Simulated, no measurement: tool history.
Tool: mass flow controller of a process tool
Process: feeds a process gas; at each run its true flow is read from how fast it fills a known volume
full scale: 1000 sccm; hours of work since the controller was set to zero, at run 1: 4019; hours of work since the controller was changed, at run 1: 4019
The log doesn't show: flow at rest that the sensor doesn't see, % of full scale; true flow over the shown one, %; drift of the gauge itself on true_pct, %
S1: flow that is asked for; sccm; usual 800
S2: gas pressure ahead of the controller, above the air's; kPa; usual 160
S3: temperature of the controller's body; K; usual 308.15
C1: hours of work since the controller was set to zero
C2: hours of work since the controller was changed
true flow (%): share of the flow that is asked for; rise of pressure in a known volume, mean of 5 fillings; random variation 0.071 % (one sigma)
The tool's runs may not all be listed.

{"run": 1, "hour": 0.0, "S1": 800, "S2": 160, "S3": 308.15, "C1": 4019, "C2": 4019, "true flow (%)": 100.23}
{"run": 2, "hour": 294.9, "S1": 800, "S2": 160, "S3": 308.15, "C1": 4231, "C2": 4231, "true flow (%)": 100.46}
{"run": 3, "hour": 461.9, "S1": 800, "S2": 160, "S3": 308.15, "C1": 4351, "C2": 4351, "true flow (%)": 100.66}
{"run": 4, "hour": 747.7, "S1": 800, "S2": 160, "S3": 308.15, "C1": 4556, "C2": 4556, "true flow (%)": 100.9}
{"run": 5, "hour": 957.6, "S1": 800, "S2": 160, "S3": 308.15, "C1": 4706, "C2": 4706, "true flow (%)": 101.18}
{"run": 6, "hour": 1194.7, "S1": 800, "S2": 160, "S3": 308.15, "C1": 4877, "C2": 4877, "true flow (%)": 101.25}
{"run": 7, "hour": 1467.9, "S1": 800, "S2": 160, "S3": 308.15, "C1": 5073, "C2": 5073, "true flow (%)": 101.52}
{"run": 8, "hour": 1735.5, "S1": 800, "S2": 160, "S3": 308.15, "C1": 5265, "C2": 5265, "true flow (%)": 101.69}
{"run": 9, "hour": 2032.1, "S1": 800, "S2": 160, "S3": 308.15, "C1": 5477, "C2": 5477, "true flow (%)": 101.93}
{"run": 10, "hour": 2243.6, "S1": 141, "S2": 160, "S3": 308.15, "C1": 5629, "C2": 5629, "true flow (%)": 101.75}
{"run": 11, "hour": 2380.2, "S1": 141, "S2": 160, "S3": 308.15, "C1": 5727, "C2": 5727, "true flow (%)": 102.04}
{"run": 12, "hour": 2519.5, "S1": 141, "S2": 160, "S3": 308.15, "C1": 5827, "C2": 5827, "true flow (%)": 102.07}
{"run": 13, "hour": 2747.5, "S1": 141, "S2": 160, "S3": 308.15, "C1": 5991, "C2": 5991, "true flow (%)": 102.18}
{"hour": 2905.8, "done": "gauge calibrated"}
{"run": 14, "hour": 2972.9, "S1": 800, "S2": 160, "S3": 308.15, "C1": 6152, "C2": 6152, "true flow (%)": 100.27}
{"run": 15, "hour": 3261.3, "S1": 150, "S2": 160, "S3": 308.15, "C1": 6359, "C2": 6359, "true flow (%)": 100.06}
{"run": 16, "hour": 3460.1, "S1": 800, "S2": 160, "S3": 308.15, "C1": 6502, "C2": 6502, "true flow (%)": 100.54}
{"run": 17, "hour": 3664.0, "S1": 800, "S2": 160, "S3": 308.15, "C1": 6648, "C2": 6648, "true flow (%)": 100.9}
{"run": 18, "hour": 3825.3, "S1": 800, "S2": 160, "S3": 308.15, "C1": 6764, "C2": 6764, "true flow (%)": 101.0}
{"run": 19, "hour": 4126.0, "S1": 800, "S2": 160, "S3": 308.15, "C1": 6980, "C2": 6980, "true flow (%)": 101.16}
{"run": 20, "hour": 4367.0, "S1": 625, "S2": 160, "S3": 308.15, "C1": 7153, "C2": 7153, "true flow (%)": 101.36}
{"run": 21, "hour": 4579.8, "S1": 800, "S2": 160, "S3": 308.15, "C1": 7305, "C2": 7305, "true flow (%)": 101.53}
{"run": 22, "hour": 4733.8, "S1": 928, "S2": 160, "S3": 308.15, "C1": 7416, "C2": 7416, "true flow (%)": 101.86}
{"run": 23, "hour": 4964.5, "S1": 173, "S2": 160, "S3": 308.15, "C1": 7581, "C2": 7581, "true flow (%)": 101.65}
{"run": 24, "hour": 5249.3, "S1": 800, "S2": 160, "S3": 308.15, "C1": 7786, "C2": 7786, "true flow (%)": 102.25}
{"run": 25, "hour": 5530.3, "S1": 452, "S2": 163, "S3": 300.15, "C1": 7987, "C2": 7987, "true flow (%)": 101.86}
{"run": 26, "hour": 5752.2, "S1": 849, "S2": 258, "S3": 308.15, "C1": 8147, "C2": 8147, "true flow (%)": 103.07}
{"run": 27, "hour": 5981.4, "S1": 849, "S2": 258, "S3": 308.15, "C1": 8311, "C2": 8311, "true flow (%)": 103.3}
{"run": 28, "hour": 6242.9, "S1": 800, "S2": 248, "S3": 303.15, "C1": 8499, "C2": 8499, "true flow (%)": 103.17}
{"run": 29, "hour": 6471.4, "S1": 557, "S2": 151, "S3": 300.15, "C1": 8663, "C2": 8663, "true flow (%)": 102.78}
{"run": 30, "hour": 6761.3, "S1": 557, "S2": 151, "S3": 300.15, "C1": 8871, "C2": 8871, "true flow (%)": 103.0}
{"hour": 6810.5, "done": "controller's zero set anew"}
{"run": 31, "hour": 7061.2, "S1": 800, "S2": 160, "S3": 311.15, "C1": 180, "C2": 9085, "true flow (%)": 103.95}
{"run": 32, "hour": 7211.9, "S1": 608, "S2": 159, "S3": 293.15, "C1": 288, "C2": 9194, "true flow (%)": 103.1}
{"run": 33, "hour": 7374.0, "S1": 456, "S2": 204, "S3": 311.15, "C1": 404, "C2": 9310, "true flow (%)": 104.24}
{"hour": 7405.0, "done": "controller exchanged for a calibrated one"}
{"run": 34, "hour": 7568.8, "S1": 800, "S2": 160, "S3": 294.15, "C1": 118, "C2": 118, "true flow (%)": 103.57}
{"hour": 7673.2, "done": "gauge calibrated"}
{"run": 35, "hour": 7751.0, "S1": 488, "S2": 160, "S3": 298.15, "C1": 248, "C2": 248, "true flow (%)": 99.64}
{"run": 36, "hour": 7968.3, "S1": 488, "S2": 160, "S3": 298.15, "C1": 404, "C2": 404, "true flow (%)": 99.87}
{"run": 37, "hour": 8191.0, "S1": 192, "S2": 272, "S3": 295.15, "C1": 564, "C2": 564, "true flow (%)": 100.02}
{"run": 38, "hour": 8439.6, "S1": 192, "S2": 272, "S3": 295.15, "C1": 742, "C2": 742, "true flow (%)": 100.44}
{"run": 39, "hour": 8584.3, "S1": 192, "S2": 272, "S3": 295.15, "C1": 846, "C2": 846, "true flow (%)": 100.4}
{"run": 40, "hour": 8801.1, "S1": 192, "S2": 206, "S3": 301.15, "C1": 1002, "C2": 1002, "true flow (%)": 100.66}
{"run": 41, "hour": 9059.0, "S1": 800, "S2": 189, "S3": 308.15, "C1": 1187, "C2": 1187, "true flow (%)": 101.39}
{"run": 42, "hour": 9327.9, "S1": 800, "S2": 160, "S3": 300.15, "C1": 1380, "C2": 1380, "true flow (%)": 101.28}
{"run": 43, "hour": 9495.3, "S1": 800, "S2": 160, "S3": 300.15, "C1": 1500, "C2": 1500, "true flow (%)": 101.48}
{"run": 44, "hour": 9721.7, "S1": 800, "S2": 160, "S3": 300.15, "C1": 1662, "C2": 1662, "true flow (%)": 101.51}
{"run": 45, "hour": 9860.7, "S1": 236, "S2": 246, "S3": 298.15, "C1": 1762, "C2": 1762, "true flow (%)": 101.74}
{"run": 46, "hour": 10069.4, "S1": 800, "S2": 238, "S3": 308.15, "C1": 1912, "C2": 1912, "true flow (%)": 102.62}
{"run": 47, "hour": 10227.7, "S1": 399, "S2": 164, "S3": 309.15, "C1": 2025, "C2": 2025, "true flow (%)": 102.25}

Some steps in true flow (%) between neighbouring runs. How much of each would the tool show without its hidden state too (settings, what came in, random variation), and how much is left for the hidden state, with any gauge scatter that isn't in both results?
Run 13 -> 14: S1 141 -> 800, gauge calibrated. true flow (%) -1.91: hidden state -2.31, all else +0.40.
Run 25 -> 26: S1 452 -> 849, S2 163 -> 258, S3 300.15 -> 308.15. true flow (%) +1.21: hidden state +0.21, all else +1.00.
Run 30 -> 31: S1 557 -> 800, S2 151 -> 160, S3 300.15 -> 311.15, controller's zero set anew. true flow (%) +0.95: hidden state +0.29, all else +0.66.
Run 34 -> 35: S1 800 -> 488, S3 294.15 -> 298.15, gauge calibrated. true flow (%) -3.93: hidden state -3.96, all else +0.03.

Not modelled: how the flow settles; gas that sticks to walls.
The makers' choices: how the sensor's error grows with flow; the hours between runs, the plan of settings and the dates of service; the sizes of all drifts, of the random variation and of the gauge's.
